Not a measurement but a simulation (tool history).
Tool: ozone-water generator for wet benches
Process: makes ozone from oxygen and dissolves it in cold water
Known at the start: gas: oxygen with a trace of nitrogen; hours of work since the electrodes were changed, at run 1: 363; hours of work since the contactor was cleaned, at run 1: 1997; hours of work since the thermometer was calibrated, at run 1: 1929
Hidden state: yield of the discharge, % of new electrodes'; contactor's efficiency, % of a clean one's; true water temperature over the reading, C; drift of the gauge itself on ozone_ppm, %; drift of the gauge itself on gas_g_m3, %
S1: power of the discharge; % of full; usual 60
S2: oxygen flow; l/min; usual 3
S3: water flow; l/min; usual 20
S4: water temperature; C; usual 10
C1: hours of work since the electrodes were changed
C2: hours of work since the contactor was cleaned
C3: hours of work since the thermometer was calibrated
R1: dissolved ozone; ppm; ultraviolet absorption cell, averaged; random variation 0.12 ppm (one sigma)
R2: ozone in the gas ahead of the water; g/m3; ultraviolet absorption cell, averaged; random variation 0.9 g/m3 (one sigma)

Run 1, hour 0: usual settings; C1 363; C2 1997; C3 1929. Result: R1 9.3 ppm, R2 147.6 g/m3.
Run 2, hour 39.8: usual settings; C1 395; C2 2029; C3 1961. Result: R1 9.3 ppm, R2 148.7 g/m3.
Run 3, hour 86.3: usual settings; C1 433; C2 2067; C3 1999. Result: R1 9.4 ppm, R2 148.6 g/m3.
Run 4, hour 138.4: usual settings; C1 475; C2 2109; C3 2041. Result: R1 9.2 ppm, R2 147.5 g/m3.
Run 5, hour 166.2: usual settings but S4 13 C; C1 497; C2 2131; C3 2063. Result: R1 8.9 ppm, R2 148 g/m3.
Run 6, hour 225.3: usual settings; C1 545; C2 2179; C3 2111. Result: R1 9.1 ppm, R2 146.2 g/m3.
Run 7, hour 256.1: usual settings but S1 56 % of full; C1 570; C2 2204; C3 2135. Result: R1 8.5 ppm, R2 140.9 g/m3.
Run 8, hour 297.3: usual settings but S4 8 C; C1 603; C2 2237; C3 2169. Result: R1 9 ppm, R2 147.4 g/m3.
Run 9, hour 332.3: usual settings but S4 8 C; C1 631; C2 2265; C3 2197. Result: R1 9.4 ppm, R2 145.5 g/m3.
Run 10, hour 363.8: usual settings but S4 8 C; C1 656; C2 2290; C3 2222. Result: R1 9.2 ppm, R2 147.1 g/m3.
Run 11, hour 392.5: usual settings; C1 679; C2 2313; C3 2245. Result: R1 8.8 ppm, R2 147.1 g/m3.
Run 12, hour 441.5: usual settings; C1 719; C2 2353; C3 2285. Result: R1 9.1 ppm, R2 146.4 g/m3.
Run 13, hour 498.2: usual settings but S4 5 C; C1 765; C2 2399; C3 2330. Result: R1 9.3 ppm, R2 145.7 g/m3.
Run 14, hour 558: usual settings; C1 813; C2 2447; C3 2379. Result: R1 9.1 ppm, R2 145.8 g/m3.
Run 15, hour 596: usual settings; C1 843; C2 2477; C3 2409. Result: R1 9 ppm, R2 145.8 g/m3.
Run 16, hour 654.5: usual settings; C1 891; C2 2525; C3 2456. Result: R1 8.9 ppm, R2 143.9 g/m3.
Run 17, hour 700: usual settings but S2 5.28 l/min; C1 927; C2 2561; C3 2493. Result: R1 9.9 ppm, R2 111.2 g/m3.
Run 18, hour 748.8: usual settings but S3 23 l/min; C1 966; C2 2600; C3 2532. Result: R1 7.6 ppm, R2 145.1 g/m3.
Run 19, hour 803.8: usual settings but S1 64 % of full, S3 13 l/min; C1 1011; C2 2645; C3 2577. Result: R1 13.9 ppm, R2 152.1 g/m3.
Run 20, hour 839.5: usual settings but S1 42 % of full, S2 2.94 l/min, S3 13 l/min, S4 6 C; C1 1040; C2 2674; C3 2605. Result: R1 10.8 ppm, R2 113.6 g/m3.
Run 21, hour 874.5: usual settings but S1 42 % of full, S2 2.94 l/min, S3 13 l/min, S4 6 C; C1 1068; C2 2702; C3 2634. Result: R1 10.8 ppm, R2 112.9 g/m3.
Run 22, hour 939.8: usual settings but S1 43 % of full; C1 1120; C2 2754; C3 2686. Result: R1 7 ppm, R2 113.1 g/m3.
Run 23, hour 1005.7: usual settings but S1 43 % of full, S4 5 C; C1 1173; C2 2807; C3 2739. Result: R1 7 ppm, R2 113.5 g/m3.
Run 24, hour 1048.5: usual settings but S4 8 C; C1 1208; C2 2842; C3 2774. Result: R1 8.9 ppm, R2 142.5 g/m3.
Run 25, hour 1086.8: usual settings but S4 8 C; C1 1239; C2 2873; C3 2805. Result: R1 8.8 ppm, R2 145.1 g/m3.
At hour 1110.1: water thermometer calibrated.
Run 26, hour 1150.1: usual settings but S3 12 l/min, S4 8 C; C1 1289; C2 2923; C3 32. Result: R1 14.5 ppm, R2 143.2 g/m3.
Run 27, hour 1206.1: usual settings but S1 61 % of full, S2 3.51 l/min, S4 5 C; C1 1334; C2 2968; C3 77. Result: R1 9.5 ppm, R2 133.1 g/m3.
Run 28, hour 1250.4: usual settings but S1 61 % of full, S2 3.51 l/min, S4 5 C; C1 1370; C2 3004; C3 113. Result: R1 9.5 ppm, R2 133.8 g/m3.
Run 29, hour 1293.8: usual settings but S1 52 % of full, S2 2.06 l/min, S3 17 l/min, S4 6 C; C1 1405; C2 3039; C3 148. Result: R1 8.6 ppm, R2 155.1 g/m3.
Run 30, hour 1342: usual settings but S1 52 % of full, S2 2.43 l/min, S3 28 l/min, S4 14 C; C1 1444; C2 3078; C3 187. Result: R1 5 ppm, R2 143.6 g/m3.
Run 31, hour 1396: usual settings but S1 52 % of full, S2 2.43 l/min, S3 28 l/min, S4 14 C; C1 1487; C2 3121; C3 230. Result: R1 5.1 ppm, R2 140.3 g/m3.
Run 32, hour 1460.9: usual settings but S1 56 % of full, S3 29 l/min; C1 1540; C2 3174; C3 283. Result: R1 5.4 ppm, R2 136.2 g/m3.
Run 33, hour 1489.9: usual settings but S1 67 % of full, S3 15 l/min; C1 1563; C2 3197; C3 306. Result: R1 12.2 ppm, R2 152.2 g/m3.

Forecast each of these 4 alternatives for the next run:
Run A, hour 1524.4: usual settings but S2 2.69 l/min; C1 1591; C2 3225; C3 334. Result: R1 ?, R2 ?.
Run B, hour 1524.4: usual settings but S3 29 l/min, S4 12 C; C1 1591; C2 3225; C3 334. Result: R1 ?, R2 ?.
Run C, hour 1524.4: usual settings but S2 4.28 l/min, S3 30 l/min; C1 1591; C2 3225; C3 334. Result: R1 ?, R2 ?.
Run D, hour 1524.4: usual settings but S1 67 % of full, S3 15 l/min; C1 1591; C2 3225; C3 334. Result: R1 ?, R2 ?.

run    R1     R2
  A   8.1  147.6
  B   5.6  141.7
  C   6.2  119.5
  D  12.1  153.5
Without the tool's hidden state the same runs would have given:
run    R1     R2
  A   9.4    156
  B   6.6  149.7
  C   7.3  126.3
  D  14.1  162.9
